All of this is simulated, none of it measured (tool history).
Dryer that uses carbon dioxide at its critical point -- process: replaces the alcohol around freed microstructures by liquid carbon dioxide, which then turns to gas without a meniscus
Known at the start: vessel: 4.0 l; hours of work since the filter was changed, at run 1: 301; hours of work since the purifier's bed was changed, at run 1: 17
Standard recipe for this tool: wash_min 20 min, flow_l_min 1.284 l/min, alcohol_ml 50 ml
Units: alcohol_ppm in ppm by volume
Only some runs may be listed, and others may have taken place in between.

run,hour,wash_min,flow_l_min,alcohol_ml,hours of work since the filter was changed,hours of work since the purifier's bed was changed,alcohol_ppm
1,0,20,1.284,50,301,17,40
2,7.5,20,1.284,50,305,21,37
3,18.1,20,1.284,49,310,26,56
4,27.7,20,1.284,49,315,31,46
5,34.9,20,1.284,22,318,34,29
6,44,20,1.284,22,323,39,21
7,49.3,20,1.284,117,325,41,98
8,56.9,26,1.284,50,329,45,22
9,69.3,26,1.284,50,335,51,11
10,76.3,20,0.85,50,339,55,280
11,82.4,20,1.68,50,342,58,18
12,87.7,22,1.3,45,344,60,33
13,97.4,22,1.1,45,349,65,56
14,106.8,22,1.1,45,354,70,54

Run 15, settings as shown, results not yet in. Your forecast:
15,112.6,22,0.78,28,356,72,?

Run 15 gave alcohol_ppm 153 ppm by volume.
Take away the tool's hidden state, keep the run-to-run variation as it was, and the same run would have given alcohol_ppm 128 ppm by volume.
